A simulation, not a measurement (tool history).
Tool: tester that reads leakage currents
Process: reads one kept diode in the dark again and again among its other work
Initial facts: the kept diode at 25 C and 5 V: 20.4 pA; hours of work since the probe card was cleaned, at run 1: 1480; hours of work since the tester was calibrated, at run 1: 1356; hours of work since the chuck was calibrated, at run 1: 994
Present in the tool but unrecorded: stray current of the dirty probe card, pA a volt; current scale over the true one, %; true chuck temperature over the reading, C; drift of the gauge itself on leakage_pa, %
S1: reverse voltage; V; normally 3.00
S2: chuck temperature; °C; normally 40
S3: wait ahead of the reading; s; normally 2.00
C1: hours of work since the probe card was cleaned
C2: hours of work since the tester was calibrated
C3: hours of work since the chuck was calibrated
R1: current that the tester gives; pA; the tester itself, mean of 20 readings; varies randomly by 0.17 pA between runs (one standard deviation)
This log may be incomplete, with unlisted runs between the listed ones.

| run | hour | S1 | S2 | S3 | C1 | C2 | C3 | R1 |
|---|---|---|---|---|---|---|---|---|
| 1 | 0.0 | 3.00 | 40 | 2.00 | 1480 | 1356 | 994 | 65.52 |
|  | 12.0 | chuck's temperature calibrated |
| 2 | 65.3 | 3.00 | 40 | 2.00 | 1518 | 1394 | 32 | 56.58 |
| 3 | 127.8 | 3.00 | 40 | 2.00 | 1555 | 1432 | 70 | 56.75 |
|  | 134.2 | probe card cleaned and baked |
| 4 | 174.7 | 3.00 | 40 | 2.00 | 24 | 1458 | 96 | 57.90 |
| 5 | 216.8 | 3.00 | 40 | 2.00 | 50 | 1484 | 122 | 57.75 |
| 6 | 279.8 | 13.71 | 40 | 4.72 | 88 | 1522 | 160 | 105.03 |
| 7 | 317.1 | 13.71 | 40 | 0.49 | 110 | 1544 | 182 | 108.57 |
| 8 | 382.2 | 13.71 | 40 | 0.49 | 149 | 1583 | 221 | 108.59 |
| 9 | 450.7 | 3.00 | 40 | 1.65 | 191 | 1625 | 263 | 59.12 |
| 10 | 498.6 | 7.42 | 40 | 1.44 | 220 | 1654 | 292 | 84.16 |

Hidden condition of the tool, last listed run before each entry between runs versus first listed run after:
In the gap between runs 1 and 2: chuck's temperature calibrated (hour 12.0)
  stray current of the dirty probe card, pA a volt: 0.304 -> 0.311; current scale over the true one, %: -0.41 -> -0.42; true chuck temperature over the reading, C: 2.18 -> 0.06
  measured less the result without the state, R1: +10.30 -> +0.90 pA
In the gap between runs 3 and 4: probe card cleaned and baked (hour 134.2)
  stray current of the dirty probe card, pA a volt: 0.318 -> 0.473; current scale over the true one, %: -0.44 -> -0.45; true chuck temperature over the reading, C: 0.15 -> 0.21
  measured less the result without the state, R1: +1.27 -> +1.99 pA
